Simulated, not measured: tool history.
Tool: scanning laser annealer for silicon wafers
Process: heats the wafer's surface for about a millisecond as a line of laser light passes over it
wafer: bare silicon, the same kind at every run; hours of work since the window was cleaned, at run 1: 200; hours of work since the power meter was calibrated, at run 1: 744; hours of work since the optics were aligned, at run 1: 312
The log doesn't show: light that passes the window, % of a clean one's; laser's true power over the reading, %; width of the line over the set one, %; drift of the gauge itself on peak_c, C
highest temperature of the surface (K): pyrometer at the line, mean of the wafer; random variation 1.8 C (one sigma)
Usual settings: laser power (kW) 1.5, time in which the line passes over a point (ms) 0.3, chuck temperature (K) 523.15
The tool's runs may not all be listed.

| run | hour | laser power (kW) | time in which the line passes over a point (ms) | chuck temperature (K) | hours of work since the window was cleaned | hours of work since the power meter was calibrated | hours of work since the optics were aligned | highest temperature of the surface (K) |
|---|---|---|---|---|---|---|---|---|
| 1 | 0 | 1.5 | 0.3 | 523.15 | 200 | 744 | 312 | 1226.15 |
| 2 | 36 | 1.5 | 0.3 | 523.15 | 224 | 768 | 336 | 1223.15 |
| 3 | 84.2 | 1.397 | 0.3 | 523.15 | 256 | 800 | 368 | 1158.15 |
| 4 | 134.5 | 1.397 | 0.3 | 523.15 | 290 | 834 | 402 | 1153.15 |
|  | 184.5 | window over the wafer cleaned |
| 5 | 189.7 | 1.397 | 0.3 | 523.15 | 3 | 869 | 438 | 1184.15 |
| 6 | 222 | 1.397 | 0.3 | 523.15 | 25 | 891 | 459 | 1179.15 |
| 7 | 261.7 | 1.5 | 0.3 | 523.15 | 52 | 917 | 486 | 1241.15 |
| 8 | 292.6 | 1.5 | 0.3 | 523.15 | 72 | 938 | 506 | 1239.15 |
| 9 | 315.7 | 1.5 | 0.3 | 561.15 | 88 | 954 | 522 | 1276.15 |
| 10 | 351 | 1.5 | 0.3 | 523.15 | 111 | 977 | 546 | 1237.15 |
| 11 | 403.9 | 1.5 | 0.3 | 523.15 | 147 | 1013 | 581 | 1231.15 |
| 12 | 430.1 | 1.5 | 0.3 | 523.15 | 164 | 1030 | 599 | 1227.15 |
| 13 | 481.6 | 1.5 | 0.3 | 523.15 | 199 | 1065 | 633 | 1224.15 |
| 14 | 532.4 | 1.5 | 0.3 | 523.15 | 233 | 1099 | 667 | 1222.15 |
| 15 | 560.9 | 1.5 | 0.3 | 523.15 | 252 | 1118 | 686 | 1220.15 |
| 16 | 596.5 | 1.5 | 0.248 | 523.15 | 276 | 1142 | 710 | 1153.15 |
|  | 615 | optics aligned, line set to its width |
| 17 | 626.4 | 1.5 | 0.248 | 523.15 | 293 | 1158 | 8 | 1155.15 |
|  | 674.3 | window over the wafer cleaned |
| 18 | 678.1 | 1.5 | 0.248 | 523.15 | 3 | 1192 | 41 | 1181.15 |
| 19 | 728.4 | 1.5 | 0.3 | 523.15 | 36 | 1225 | 75 | 1247.15 |
| 20 | 760.4 | 1.492 | 0.3 | 523.15 | 58 | 1247 | 96 | 1240.15 |
| 21 | 784.6 | 1.5 | 0.239 | 518.15 | 74 | 1263 | 112 | 1159.15 |
| 22 | 831.9 | 1.5 | 0.239 | 518.15 | 106 | 1295 | 144 | 1156.15 |
| 23 | 885.6 | 1.5 | 0.365 | 558.15 | 141 | 1330 | 180 | 1344.15 |
| 24 | 924.7 | 1.5 | 0.311 | 553.15 | 168 | 1357 | 206 | 1279.15 |
| 25 | 950.3 | 1.396 | 0.336 | 535.15 | 185 | 1374 | 223 | 1219.15 |
|  | 958.6 | laser's power meter calibrated |
| 26 | 997.3 | 1.396 | 0.336 | 535.15 | 214 | 26 | 253 | 1210.15 |
| 27 | 1026.7 | 1.396 | 0.356 | 544.15 | 234 | 46 | 272 | 1239.15 |
| 28 | 1061.7 | 1.396 | 0.356 | 544.15 | 257 | 69 | 296 | 1233.15 |
| 29 | 1092.7 | 1.623 | 0.3 | 545.15 | 278 | 90 | 316 | 1316.15 |
| 30 | 1136.2 | 1.583 | 0.362 | 500.15 | 307 | 119 | 346 | 1315.15 |
|  | 1161.1 | window over the wafer cleaned |
|  | 1182 | laser's power meter calibrated, once more |
| 31 | 1184.6 | 1.5 | 0.215 | 488.15 | 14 | 2 | 375 | 1104.15 |
| 32 | 1231.7 | 1.585 | 0.3 | 523.15 | 45 | 33 | 406 | 1303.15 |
| 33 | 1287.4 | 1.518 | 0.253 | 514.15 | 83 | 71 | 444 | 1183.15 |
| 34 | 1311.4 | 1.32 | 0.3 | 523.15 | 99 | 87 | 460 | 1132.15 |
| 35 | 1361.4 | 1.312 | 0.284 | 489.15 | 132 | 120 | 493 | 1070.15 |
| 36 | 1395.5 | 1.5 | 0.238 | 499.15 | 155 | 143 | 516 | 1128.15 |
| 37 | 1446.4 | 1.542 | 0.3 | 523.15 | 189 | 177 | 550 | 1257.15 |
| 38 | 1495.9 | 1.303 | 0.3 | 538.15 | 222 | 210 | 583 | 1124.15 |
| 39 | 1519.6 | 1.518 | 0.34 | 513.15 | 238 | 226 | 599 | 1272.15 |

3 ways to go on from here, each from the tool as it stands after run 39. What would each give?
| A | 1547.3 | 1.471 | 0.377 | 562.15 | 257 | 245 | 618 | ? |
| B | 1547.3 | 1.376 | 0.291 | 486.15 | 257 | 245 | 618 | ? |
| C | 1547.3 | 1.414 | 0.3 | 523.15 | 257 | 245 | 618 | ? |

| run | highest temperature of the surface (K) |
|---|---|
| A | 1325.15 |
| B | 1100.15 |
| C | 1169.15 |
Without the tool's hidden state the same runs would have given:
| run | highest temperature of the surface (K) |
|---|---|
| A | 1368.15 |
| B | 1134.15 |
| C | 1205.15 |
